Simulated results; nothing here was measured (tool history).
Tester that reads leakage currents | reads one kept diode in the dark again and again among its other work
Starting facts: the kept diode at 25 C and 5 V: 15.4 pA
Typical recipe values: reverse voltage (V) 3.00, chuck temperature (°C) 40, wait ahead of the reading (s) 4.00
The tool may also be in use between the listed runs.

| run | day | reverse voltage (V) | chuck temperature (°C) | wait ahead of the reading (s) | current that the tester gives (pA) |
|---|---|---|---|---|---|
| 1 | 0.000 | 3.00 | 40 | 4.00 | 49.15 |
| 2 | 0.779 | 3.00 | 40 | 4.00 | 49.17 |
| 3 | 1.492 | 3.00 | 40 | 4.00 | 49.47 |
| 4 | 2.621 | 3.00 | 40 | 4.00 | 49.81 |
| 5 | 4.133 | 12.11 | 40 | 4.00 | 102.42 |
| 6 | 5.083 | 12.16 | 40 | 4.00 | 102.84 |
| 7 | 5.925 | 12.16 | 40 | 4.00 | 103.47 |
| 8 | 6.767 | 1.11 | 40 | 4.00 | 31.79 |
| 9 | 7.479 | 2.29 | 40 | 4.00 | 43.97 |
| 10 | 8.129 | 2.29 | 40 | 4.00 | 44.04 |
| 11 | 8.975 | 3.00 | 40 | 4.00 | 50.29 |
| 12 | 10.367 | 3.00 | 40 | 1.75 | 50.85 |
|  | 10.550 | tester calibrated |
| 13 | 11.417 | 3.00 | 40 | 1.75 | 51.22 |
| 14 | 12.108 | 3.00 | 38 | 1.75 | 45.02 |
| 15 | 13.242 | 3.00 | 28 | 4.00 | 24.83 |
|  | 13.400 | tester calibrated, once more |
| 16 | 14.733 | 3.00 | 28 | 4.00 | 25.12 |
| 17 | 15.829 | 3.00 | 28 | 4.00 | 25.29 |
|  | 16.804 | probe card cleaned and baked |
| 18 | 17.112 | 3.00 | 28 | 3.12 | 17.33 |
| 19 | 18.388 | 3.00 | 28 | 3.12 | 17.41 |
| 20 | 19.692 | 3.00 | 28 | 5.80 | 17.54 |
| 21 | 20.846 | 3.00 | 28 | 5.80 | 17.61 |
| 22 | 21.821 | 2.80 | 40 | 1.17 | 43.31 |
| 23 | 23.067 | 3.65 | 57 | 6.61 | 155.81 |
| 24 | 24.354 | 3.00 | 22 | 0.68 | 12.71 |
| 25 | 25.729 | 3.00 | 22 | 0.68 | 12.76 |
| 26 | 27.017 | 3.00 | 43 | 4.00 | 55.49 |
| 27 | 27.696 | 1.32 | 52 | 4.49 | 75.53 |
| 28 | 29.025 | 9.14 | 38 | 0.55 | 67.47 |
| 29 | 30.100 | 3.52 | 32 | 0.48 | 29.18 |
| 30 | 31.033 | 4.09 | 33 | 2.36 | 31.45 |
| 31 | 32.338 | 3.00 | 23 | 4.00 | 13.16 |
| 32 | 33.779 | 4.53 | 40 | 4.00 | 54.04 |
| 33 | 35.304 | 4.53 | 40 | 4.00 | 54.29 |
| 34 | 36.008 | 4.53 | 40 | 4.00 | 54.91 |
| 35 | 37.238 | 1.79 | 40 | 4.00 | 36.91 |
| 36 | 38.483 | 1.79 | 40 | 4.00 | 37.09 |
| 37 | 39.925 | 16.72 | 27 | 1.78 | 47.86 |
| 38 | 40.904 | 16.72 | 27 | 1.78 | 48.29 |
| 39 | 42.092 | 16.72 | 27 | 1.78 | 49.05 |
| 40 | 43.233 | 3.00 | 37 | 2.08 | 38.14 |
| 41 | 44.325 | 1.68 | 30 | 1.79 | 18.14 |

Consider 3 possible next runs. They are alternatives, not a sequence: every one starts from the tool as it was left by run 41. What does each give?
| A | 45.571 | 4.70 | 24 | 1.14 | ? |
| B | 45.571 | 2.95 | 30 | 1.79 | ? |
| C | 45.571 | 3.00 | 44 | 4.00 | ? |

| run | current that the tester gives (pA) |
|---|---|
| A | 21.04 |
| B | 23.57 |
| C | 61.94 |
Had the tool no hidden state, the same runs would have come out as:
| run | current that the tester gives (pA) |
|---|---|
| A | 15.44 |
| B | 19.37 |
| C | 55.45 |
